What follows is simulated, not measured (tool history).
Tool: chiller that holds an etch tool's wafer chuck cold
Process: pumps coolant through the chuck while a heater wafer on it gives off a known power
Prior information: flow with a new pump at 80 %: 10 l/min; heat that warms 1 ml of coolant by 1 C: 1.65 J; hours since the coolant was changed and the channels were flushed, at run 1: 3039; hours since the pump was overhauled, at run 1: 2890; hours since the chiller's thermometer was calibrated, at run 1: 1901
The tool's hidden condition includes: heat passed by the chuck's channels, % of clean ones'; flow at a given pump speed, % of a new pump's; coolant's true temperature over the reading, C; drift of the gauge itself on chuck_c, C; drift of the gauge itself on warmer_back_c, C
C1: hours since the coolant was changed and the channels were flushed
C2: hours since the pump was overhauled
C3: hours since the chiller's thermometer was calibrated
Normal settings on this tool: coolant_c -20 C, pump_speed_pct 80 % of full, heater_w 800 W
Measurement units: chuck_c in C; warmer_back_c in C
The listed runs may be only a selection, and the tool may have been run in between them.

{"run": 1, "hour": 0.0, "coolant_c": -20, "pump_speed_pct": 80, "heater_w": 800, "C1": 3039, "C2": 2890, "C3": 1901, "chuck_c": -12.1, "warmer_back_c": 3.09}
{"run": 2, "hour": 35.2, "coolant_c": -20, "pump_speed_pct": 80, "heater_w": 800, "C1": 3075, "C2": 2925, "C3": 1937, "chuck_c": -12.2, "warmer_back_c": 3.22}
{"run": 3, "hour": 76.4, "coolant_c": -29, "pump_speed_pct": 80, "heater_w": 800, "C1": 3116, "C2": 2967, "C3": 1978, "chuck_c": -21.1, "warmer_back_c": 3.2}
{"run": 4, "hour": 111.3, "coolant_c": -20, "pump_speed_pct": 80, "heater_w": 800, "C1": 3151, "C2": 3002, "C3": 2013, "chuck_c": -12.2, "warmer_back_c": 3.18}
{"run": 5, "hour": 158.3, "coolant_c": -20, "pump_speed_pct": 80, "heater_w": 636, "C1": 3198, "C2": 3049, "C3": 2060, "chuck_c": -14, "warmer_back_c": 2.5}
{"run": 6, "hour": 181.2, "coolant_c": -20, "pump_speed_pct": 80, "heater_w": 636, "C1": 3221, "C2": 3071, "C3": 2083, "chuck_c": -13.9, "warmer_back_c": 2.53}
{"run": 7, "hour": 225.1, "coolant_c": -20, "pump_speed_pct": 99, "heater_w": 598, "C1": 3265, "C2": 3115, "C3": 2126, "chuck_c": -15.2, "warmer_back_c": 1.83}
{"run": 8, "hour": 266.8, "coolant_c": -20, "pump_speed_pct": 99, "heater_w": 551, "C1": 3306, "C2": 3157, "C3": 2168, "chuck_c": -15.5, "warmer_back_c": 1.72}
{"hour": 276.0, "done": "coolant pump overhauled"}
{"run": 9, "hour": 318.2, "coolant_c": -13, "pump_speed_pct": 85, "heater_w": 800, "C1": 3353, "C2": 42, "C3": 2215, "chuck_c": -5.3, "warmer_back_c": 3.09}
{"run": 10, "hour": 366.4, "coolant_c": -23, "pump_speed_pct": 89, "heater_w": 623, "C1": 3401, "C2": 90, "C3": 2263, "chuck_c": -17.4, "warmer_back_c": 2.29}
{"run": 11, "hour": 409.6, "coolant_c": -28, "pump_speed_pct": 64, "heater_w": 509, "C1": 3444, "C2": 134, "C3": 2306, "chuck_c": -22, "warmer_back_c": 2.71}

Entry by entry between the runs, the difference in hidden state between the last listed run before and the first listed run after:
In the gap between runs 8 and 9: coolant pump overhauled (hour 276)
  heat passed by the chuck's channels, % of clean ones': 88.4 -> 88.2; flow at a given pump speed, % of a new pump's: 90.7 -> 88.3
  measured value less the no-hidden-state value, chuck_c: +0.3 -> +0.9 C; warmer_back_c: +0.16 -> +0.36 C
